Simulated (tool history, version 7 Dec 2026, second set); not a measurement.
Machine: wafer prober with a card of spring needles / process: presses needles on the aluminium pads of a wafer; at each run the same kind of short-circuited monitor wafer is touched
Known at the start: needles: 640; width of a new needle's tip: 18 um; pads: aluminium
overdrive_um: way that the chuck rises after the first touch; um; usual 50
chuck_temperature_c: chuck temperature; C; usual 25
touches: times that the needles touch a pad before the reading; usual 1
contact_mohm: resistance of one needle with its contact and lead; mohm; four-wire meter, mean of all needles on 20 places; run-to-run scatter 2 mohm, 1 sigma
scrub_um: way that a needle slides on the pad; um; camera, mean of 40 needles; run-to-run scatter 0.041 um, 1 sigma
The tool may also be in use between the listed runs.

| run | hour | overdrive_um | chuck_temperature_c | touches | contact_mohm | scrub_um |
|---|---|---|---|---|---|---|
| 1 | 0.0 | 50 | 25 | 1 | 267 | 7.71 |
|  | 3.0 | tips cleaned on abrasive film |
|  | 7.0 | tips cleaned on abrasive film |
|  | 12.0 | tips cleaned on abrasive film |
|  | 16.9 | tips cleaned on abrasive film |
|  | 21.9 | tips cleaned on abrasive film |
|  | 26.9 | tips cleaned on abrasive film |
|  | 30.8 | tips cleaned on abrasive film |
|  | 35.8 | tips cleaned on abrasive film |
|  | 40.8 | tips cleaned on abrasive film |
|  | 45.7 | tips cleaned on abrasive film |
|  | 50.7 | tips cleaned on abrasive film |
|  | 54.7 | tips cleaned on abrasive film |
| 2 | 55.1 | 68 | 25 | 1 | 224 | 10.48 |
|  | 59.1 | tips cleaned on abrasive film |
|  | 64.0 | tips cleaned on abrasive film |
|  | 69.0 | tips cleaned on abrasive film |
|  | 73.0 | tips cleaned on abrasive film |
|  | 77.9 | tips cleaned on abrasive film |
|  | 82.9 | tips cleaned on abrasive film |
|  | 87.9 | tips cleaned on abrasive film |
|  | 92.8 | tips cleaned on abrasive film |
|  | 97.8 | tips cleaned on abrasive film |
|  | 102.7 | tips cleaned on abrasive film |
|  | 105.0 | height of the first contact set anew |
|  | 107.0 | tips cleaned on abrasive film |
| 3 | 109.1 | 68 | 25 | 1 | 251 | 9.89 |
|  | 111.1 | tips cleaned on abrasive film |
|  | 116.1 | tips cleaned on abrasive film |
|  | 121.0 | tips cleaned on abrasive film |
|  | 126.0 | tips cleaned on abrasive film |
|  | 130.0 | tips cleaned on abrasive film |
|  | 134.9 | tips cleaned on abrasive film |
|  | 139.9 | tips cleaned on abrasive film |
|  | 143.9 | tips cleaned on abrasive film |
|  | 148.9 | tips cleaned on abrasive film |
|  | 153.8 | tips cleaned on abrasive film |
| 4 | 156.2 | 68 | 25 | 1 | 270 | 9.78 |
|  | 158.2 | tips cleaned on abrasive film |
|  | 162.2 | tips cleaned on abrasive film |
|  | 166.2 | tips cleaned on abrasive film |
|  | 171.2 | tips cleaned on abrasive film |
|  | 175.2 | tips cleaned on abrasive film |
|  | 180.1 | tips cleaned on abrasive film |
| 5 | 180.8 | 68 | 25 | 1 | 232 | 9.72 |
|  | 184.8 | tips cleaned on abrasive film |
|  | 189.8 | tips cleaned on abrasive film |
|  | 193.8 | tips cleaned on abrasive film |
|  | 198.7 | tips cleaned on abrasive film |
|  | 203.7 | tips cleaned on abrasive film |
| 6 | 206.8 | 68 | 25 | 1 | 277 | 9.68 |
|  | 207.9 | tips cleaned on abrasive film |
|  | 212.8 | tips cleaned on abrasive film |
|  | 216.8 | tips cleaned on abrasive film |
|  | 221.8 | tips cleaned on abrasive film |
|  | 225.8 | tips cleaned on abrasive film |
|  | 230.7 | tips cleaned on abrasive film |
|  | 234.7 | tips cleaned on abrasive film |
|  | 239.7 | tips cleaned on abrasive film |
| 7 | 241.6 | 50 | 25 | 1 | 314 | 6.58 |
|  | 244.6 | tips cleaned on abrasive film |
|  | 248.6 | tips cleaned on abrasive film |
|  | 253.5 | tips cleaned on abrasive film |
|  | 258.5 | tips cleaned on abrasive film |
|  | 263.5 | tips cleaned on abrasive film |
|  | 264.7 | height of the first contact set anew, once more |
|  | 268.7 | tips cleaned on abrasive film |
|  | 272.7 | tips cleaned on abrasive film |
|  | 277.7 | tips cleaned on abrasive film |
|  | 281.7 | tips cleaned on abrasive film |
|  | 286.6 | tips cleaned on abrasive film |
|  | 290.6 | tips cleaned on abrasive film |
|  | 294.6 | tips cleaned on abrasive film |
| 8 | 298.1 | 50 | 25 | 1 | 320 | 8.11 |
|  | 299.1 | tips cleaned on abrasive film |
|  | 304.1 | tips cleaned on abrasive film |
|  | 309.1 | tips cleaned on abrasive film |
|  | 313.1 | tips cleaned on abrasive film |
|  | 318.0 | tips cleaned on abrasive film |
|  | 322.0 | tips cleaned on abrasive film |
|  | 327.0 | tips cleaned on abrasive film |
| 9 | 328.9 | 50 | 25 | 1 | 285 | 8.01 |
|  | 331.9 | tips cleaned on abrasive film |
|  | 336.9 | tips cleaned on abrasive film |
|  | 341.9 | tips cleaned on abrasive film |
|  | 346.8 | tips cleaned on abrasive film |
|  | 351.8 | tips cleaned on abrasive film |
| 10 | 352.0 | 50 | 25 | 1 | 233 | 7.95 |
|  | 356.0 | tips cleaned on abrasive film |
|  | 360.0 | tips cleaned on abrasive film |
|  | 365.0 | tips cleaned on abrasive film |
|  | 369.9 | tips cleaned on abrasive film |
|  | 374.9 | tips cleaned on abrasive film |
|  | 379.8 | tips cleaned on abrasive film |
|  | 383.8 | tips cleaned on abrasive film |
| 11 | 385.9 | 50 | 25 | 1 | 295 | 7.77 |
|  | 388.0 | tips cleaned on abrasive film |
|  | 392.9 | tips cleaned on abrasive film |
|  | 397.9 | tips cleaned on abrasive film |
|  | 401.9 | tips cleaned on abrasive film |
|  | 406.9 | tips cleaned on abrasive film |
|  | 410.9 | tips cleaned on abrasive film |
|  | 414.8 | tips cleaned on abrasive film |
|  | 419.8 | tips cleaned on abrasive film |
| 12 | 422.6 | 50 | 25 | 1 | 325 | 7.71 |
|  | 424.7 | tips cleaned on abrasive film |
|  | 428.7 | tips cleaned on abrasive film |
|  | 432.7 | tips cleaned on abrasive film |
|  | 437.6 | tips cleaned on abrasive film |
|  | 442.6 | tips cleaned on abrasive film |
|  | 447.5 | tips cleaned on abrasive film |
|  | 451.5 | tips cleaned on abrasive film |
| 13 | 451.8 | 50 | 25 | 1 | 232 | 7.60 |
|  | 455.8 | tips cleaned on abrasive film |
|  | 460.7 | tips cleaned on abrasive film |
|  | 465.7 | tips cleaned on abrasive film |
|  | 469.7 | tips cleaned on abrasive film |
|  | 473.7 | tips cleaned on abrasive film |
|  | 478.6 | tips cleaned on abrasive film |
|  | 483.6 | tips cleaned on abrasive film |
|  | 488.2 | tips cleaned on abrasive film |
| 14 | 488.2 | 51 | 34 | 3 | 221 | 7.73 |
|  | 493.1 | tips cleaned on abrasive film |
|  | 497.1 | tips cleaned on abrasive film |
|  | 502.1 | tips cleaned on abrasive film |
|  | 507.0 | tips cleaned on abrasive film |
|  | 512.0 | tips cleaned on abrasive film |
|  | 517.0 | tips cleaned on abrasive film |
|  | 520.2 | height of the first contact set anew |
|  | 522.2 | tips cleaned on abrasive film |
|  | 527.2 | tips cleaned on abrasive film |
|  | 532.1 | tips cleaned on abrasive film |
| 15 | 533.3 | 56 | 50 | 3 | 233 | 9.15 |
|  | 536.3 | tips cleaned on abrasive film |
|  | 540.3 | tips cleaned on abrasive film |
|  | 545.3 | tips cleaned on abrasive film |
|  | 549.3 | tips cleaned on abrasive film |
|  | 554.2 | tips cleaned on abrasive film |
|  | 558.2 | tips cleaned on abrasive film |
|  | 563.2 | tips cleaned on abrasive film |
|  | 567.2 | tips cleaned on abrasive film |
|  | 572.2 | tips cleaned on abrasive film |
|  | 576.1 | tips cleaned on abrasive film |
|  | 581.1 | tips cleaned on abrasive film |
| 16 | 582.5 | 56 | 50 | 3 | 240 | 8.96 |
|  | 585.5 | tips cleaned on abrasive film |
|  | 589.5 | tips cleaned on abrasive film |
|  | 594.5 | tips cleaned on abrasive film |
|  | 598.5 | tips cleaned on abrasive film |
|  | 603.5 | tips cleaned on abrasive film |
|  | 607.4 | tips cleaned on abrasive film |
| 17 | 610.4 | 56 | 50 | 3 | 252 | 8.99 |
|  | 611.5 | tips cleaned on abrasive film |
|  | 615.4 | tips cleaned on abrasive film |
|  | 620.4 | tips cleaned on abrasive film |
|  | 624.4 | tips cleaned on abrasive film |
|  | 629.4 | tips cleaned on abrasive film |
|  | 634.3 | tips cleaned on abrasive film |
|  | 639.3 | tips cleaned on abrasive film |
|  | 643.6 | tips cleaned on abrasive film |
| 18 | 643.6 | 51 | 69 | 1 | 234 | 8.02 |
|  | 648.6 | tips cleaned on abrasive film |
|  | 652.6 | tips cleaned on abrasive film |
|  | 657.6 | tips cleaned on abrasive film |
|  | 662.5 | tips cleaned on abrasive film |
|  | 667.5 | tips cleaned on abrasive film |
|  | 672.4 | tips cleaned on abrasive film |
|  | 677.4 | tips cleaned on abrasive film |
|  | 681.4 | tips cleaned on abrasive film |
|  | 685.4 | tips cleaned on abrasive film |
| 19 | 687.6 | 38 | 69 | 2 | 338 | 5.73 |

A few steps of contact_mohm between consecutive runs. Split each: what settings, incoming material and random variation would produce without the hidden state, and what is left over for the hidden state, along with gauge scatter present in only one of the two compared results (measured, and without hidden state):
Unlogged tool condition in this case: debris on the tips, nm; way that the needles fall short of the set height, um; tips' diameter, um; drift of the gauge itself on contact_mohm, %; drift of the gauge itself on scrub_um, %.
Run 18 -> 19: overdrive_um 51 -> 38, touches 1 -> 2, tips cleaned on abrasive film, tips cleaned on abrasive film, tips cleaned on abrasive film, tips cleaned on abrasive film, tips cleaned on abrasive film, tips cleaned on abrasive film, tips cleaned on abrasive film, tips cleaned on abrasive film, tips cleaned on abrasive film. contact_mohm +104 mohm: hidden state +100, all else +4.

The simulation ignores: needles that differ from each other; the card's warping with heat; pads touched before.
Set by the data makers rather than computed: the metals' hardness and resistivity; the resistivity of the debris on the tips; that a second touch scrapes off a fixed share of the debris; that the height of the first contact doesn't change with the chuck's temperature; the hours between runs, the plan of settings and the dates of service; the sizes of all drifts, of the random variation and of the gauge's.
